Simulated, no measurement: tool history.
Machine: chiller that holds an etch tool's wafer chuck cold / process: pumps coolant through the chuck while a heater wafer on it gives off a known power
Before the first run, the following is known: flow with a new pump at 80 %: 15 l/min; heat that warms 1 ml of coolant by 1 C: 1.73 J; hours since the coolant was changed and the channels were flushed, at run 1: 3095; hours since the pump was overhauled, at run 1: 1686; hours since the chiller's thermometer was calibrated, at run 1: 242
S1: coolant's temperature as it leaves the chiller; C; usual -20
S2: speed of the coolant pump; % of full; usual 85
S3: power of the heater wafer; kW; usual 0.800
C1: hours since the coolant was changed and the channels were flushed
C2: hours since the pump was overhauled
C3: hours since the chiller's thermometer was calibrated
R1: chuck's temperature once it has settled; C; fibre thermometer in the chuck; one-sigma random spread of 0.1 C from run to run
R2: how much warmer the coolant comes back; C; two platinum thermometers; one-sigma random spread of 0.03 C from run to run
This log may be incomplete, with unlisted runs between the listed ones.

{"run": 1, "day": 0.0, "S1": -20, "S2": 85, "S3": 0.8, "C1": 3095, "C2": 1686, "C3": 242, "R1": -14.7, "R2": 1.8}
{"run": 2, "day": 3.192, "S1": -20, "S2": 85, "S3": 0.8, "C1": 3172, "C2": 1763, "C3": 319, "R1": -14.6, "R2": 1.75}
{"run": 3, "day": 8.571, "S1": -18, "S2": 85, "S3": 0.8, "C1": 3301, "C2": 1892, "C3": 448, "R1": -12.8, "R2": 1.78}
{"run": 4, "day": 12.129, "S1": -18, "S2": 85, "S3": 0.8, "C1": 3386, "C2": 1977, "C3": 533, "R1": -12.7, "R2": 1.8}
{"run": 5, "day": 19.171, "S1": -18, "S2": 85, "S3": 0.8, "C1": 3555, "C2": 2146, "C3": 702, "R1": -12.6, "R2": 1.73}
{"run": 6, "day": 25.379, "S1": -18, "S2": 85, "S3": 0.8, "C1": 3704, "C2": 2295, "C3": 851, "R1": -12.8, "R2": 1.81}
{"run": 7, "day": 31.817, "S1": -18, "S2": 85, "S3": 0.8, "C1": 3859, "C2": 2450, "C3": 1006, "R1": -12.6, "R2": 1.81}
{"run": 8, "day": 38.271, "S1": -10, "S2": 85, "S3": 0.8, "C1": 4013, "C2": 2605, "C3": 1161, "R1": -4.7, "R2": 1.81}
{"run": 9, "day": 42.7, "S1": -10, "S2": 88, "S3": 0.8, "C1": 4120, "C2": 2711, "C3": 1267, "R1": -4.8, "R2": 1.77}
{"run": 10, "day": 45.838, "S1": -10, "S2": 88, "S3": 0.8, "C1": 4195, "C2": 2786, "C3": 1342, "R1": -4.9, "R2": 1.69}
{"run": 11, "day": 51.533, "S1": -20, "S2": 88, "S3": 0.8, "C1": 4332, "C2": 2923, "C3": 1479, "R1": -14.7, "R2": 1.72}
{"run": 12, "day": 55.8, "S1": -20, "S2": 88, "S3": 0.8, "C1": 4434, "C2": 3025, "C3": 1581, "R1": -15.0, "R2": 1.7}
{"run": 13, "day": 60.792, "S1": -20, "S2": 88, "S3": 0.8, "C1": 4554, "C2": 3145, "C3": 1701, "R1": -14.9, "R2": 1.69}
{"run": 14, "day": 66.288, "S1": -25, "S2": 81, "S3": 0.956, "C1": 4686, "C2": 3277, "C3": 1833, "R1": -18.5, "R2": 2.27}
{"run": 15, "day": 70.75, "S1": -12, "S2": 97, "S3": 0.8, "C1": 4793, "C2": 3384, "C3": 1940, "R1": -7.3, "R2": 1.55}
{"run": 16, "day": 75.625, "S1": -22, "S2": 97, "S3": 0.911, "C1": 4910, "C2": 3501, "C3": 2057, "R1": -16.6, "R2": 1.74}
{"run": 17, "day": 78.717, "S1": -22, "S2": 60, "S3": 0.473, "C1": 4984, "C2": 3575, "C3": 2131, "R1": -17.8, "R2": 1.51}
{"run": 18, "day": 84.896, "S1": -14, "S2": 81, "S3": 0.473, "C1": 5133, "C2": 3724, "C3": 2280, "R1": -10.9, "R2": 1.1}
{"run": 19, "day": 90.642, "S1": -25, "S2": 81, "S3": 0.523, "C1": 5270, "C2": 3861, "C3": 2417, "R1": -21.4, "R2": 1.27}
{"run": 20, "day": 93.779, "S1": -25, "S2": 81, "S3": 0.523, "C1": 5346, "C2": 3937, "C3": 2493, "R1": -21.4, "R2": 1.19}
{"run": 21, "day": 97.704, "S1": -22, "S2": 65, "S3": 0.985, "C1": 5440, "C2": 4031, "C3": 2587, "R1": -13.4, "R2": 3.04}
{"run": 22, "day": 104.008, "S1": -22, "S2": 65, "S3": 0.985, "C1": 5591, "C2": 4182, "C3": 2738, "R1": -13.6, "R2": 3.03}
{"run": 23, "day": 108.642, "S1": -22, "S2": 99, "S3": 1.021, "C1": 5702, "C2": 4293, "C3": 2849, "R1": -16.2, "R2": 1.98}
{"run": 24, "day": 113.521, "S1": -20, "S2": 76, "S3": 1.038, "C1": 5819, "C2": 4410, "C3": 2967, "R1": -12.3, "R2": 2.61}
{"run": 25, "day": 120.533, "S1": -28, "S2": 70, "S3": 0.691, "C1": 5988, "C2": 4579, "C3": 3135, "R1": -22.6, "R2": 1.94}
{"run": 26, "day": 125.55, "S1": -28, "S2": 70, "S3": 0.691, "C1": 6108, "C2": 4699, "C3": 3255, "R1": -22.7, "R2": 1.95}

What if the next run were any one of these 3? Each begins from the tool's condition after run 26:
{"run": "A", "day": 131.254, "S1": -13, "S2": 74, "S3": 0.762, "C1": 6245, "C2": 4836, "C3": 3392, "R1": "?", "R2": "?"}
{"run": "B", "day": 131.254, "S1": -14, "S2": 93, "S3": 0.691, "C1": 6245, "C2": 4836, "C3": 3392, "R1": "?", "R2": "?"}
{"run": "C", "day": 131.254, "S1": -11, "S2": 85, "S3": 0.8, "C1": 6245, "C2": 4836, "C3": 3392, "R1": "?", "R2": "?"}

run=A R1=-7.3 R2=2.05
run=B R1=-9.7 R2=1.45
run=C R1=-5.7 R2=1.83
Without the tool's hidden state the same runs would have given:
run=A R1=-7.7 R2=1.95
run=B R1=-9.9 R2=1.38
run=C R1=-6.0 R2=1.74

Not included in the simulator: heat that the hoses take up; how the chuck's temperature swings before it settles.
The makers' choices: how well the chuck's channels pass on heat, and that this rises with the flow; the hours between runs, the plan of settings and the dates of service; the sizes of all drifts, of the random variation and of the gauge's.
